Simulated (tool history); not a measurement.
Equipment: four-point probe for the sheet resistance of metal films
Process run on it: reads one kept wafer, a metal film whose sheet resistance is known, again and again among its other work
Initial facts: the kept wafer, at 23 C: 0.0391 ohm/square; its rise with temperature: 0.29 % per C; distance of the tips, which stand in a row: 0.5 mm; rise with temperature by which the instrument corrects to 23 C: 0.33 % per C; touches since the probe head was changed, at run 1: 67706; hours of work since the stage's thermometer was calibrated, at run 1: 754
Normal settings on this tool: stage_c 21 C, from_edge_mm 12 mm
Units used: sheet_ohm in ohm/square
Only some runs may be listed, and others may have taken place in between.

run	hour	stage_c	from_edge_mm	touches since the probe head was changed	hours of work since the stage's thermometer was calibrated	sheet_ohm
1	0	21	12	67706	754	0.039071
2	13.6	21	12	68430	764	0.03906
3	38.5	21	12	69750	783	0.039064
4	52.8	21	51	70510	794	0.03903
5	76.6	21	12	71776	813	0.039055
6	94.6	21	12	72728	827	0.039053
7	107.6	21	12	73421	837	0.039044
8	129.6	21	17	74591	854	0.039011
9	155.1	19	12	75940	873	0.039084
10	166.9	21	52	76567	882	0.039013
11	181.6	21	3	77347	893	0.039584
12	202.7	21	12	78471	910	0.03904
13	224.3	23	12	79616	926	0.038989
14	246.4	23	12	80789	943	0.038993
15	268	21	38	81939	960	0.039005
# hour 269.8: stage's thermometer calibrated
16	281.6	32	38	82633	9	0.038807
17	303.3	21	8	83787	26	0.039074
18	324.1	21	5	84892	42	0.039195
19	347.4	21	5	86129	60	0.039178
20	361.9	21	3	86898	71	0.039543
21	387.1	21	3	88236	90	0.039555
# hour 399.5: stage's thermometer calibrated, once more
22	400.4	21	3	88916	1	0.039518
23	415.6	21	3	89722	12	0.039517
24	442	25	4	91125	33	0.039205
25	463.9	25	4	92285	49	0.039197
26	490.8	25	4	93714	70	0.039208
27	513.3	18	10	94907	87	0.039047
28	532.1	19	53	95909	102	0.038972
29	557.4	19	53	97252	121	0.038968
30	574	24	4	98130	134	0.039201
31	592.4	30	8	99109	148	0.038861
32	607.9	29	7	99935	160	0.038887
33	619.4	29	7	100545	169	0.038889
34	630.7	29	7	101143	178	0.038872
35	646.2	35	10	101969	190	0.038757
36	662.3	31	3	102823	202	0.039314
37	684.7	29	27	104010	219	0.038765
38	699	24	70	104768	230	0.038845
39	713	24	70	105512	241	0.038868
40	728.2	24	70	106322	253	0.038877
41	747.3	23	28	107336	267	0.038874
42	763.8	33	6	108212	280	0.038826
43	779.2	26	23	109031	292	0.038811
44	803.6	34	23	110322	310	0.038678
45	825.9	31	23	111509	328	0.038725

Hidden condition of the tool, last listed run before each entry between runs versus first listed run after:
Between runs 15 and 16: stage's thermometer calibrated (hour 269.8)
  inner tips' distance over the nominal, %: -0.375 -> -0.38; tips' flats over new ones', %: 89 -> 90; wafer's true temperature over the reading, C: 0.12 -> 0.15
  measured result minus the result with no hidden state, sheet_ohm: -0.000146 -> -0.000143 ohm/square
Between runs 21 and 22: stage's thermometer calibrated, once more (hour 399.5)
  inner tips' distance over the nominal, %: -0.42 -> -0.424; wafer's true temperature over the reading, C: 0.16 -> -0.02
  measured result minus the result with no hidden state, sheet_ohm: -0.000162 -> -0.000184 ohm/square

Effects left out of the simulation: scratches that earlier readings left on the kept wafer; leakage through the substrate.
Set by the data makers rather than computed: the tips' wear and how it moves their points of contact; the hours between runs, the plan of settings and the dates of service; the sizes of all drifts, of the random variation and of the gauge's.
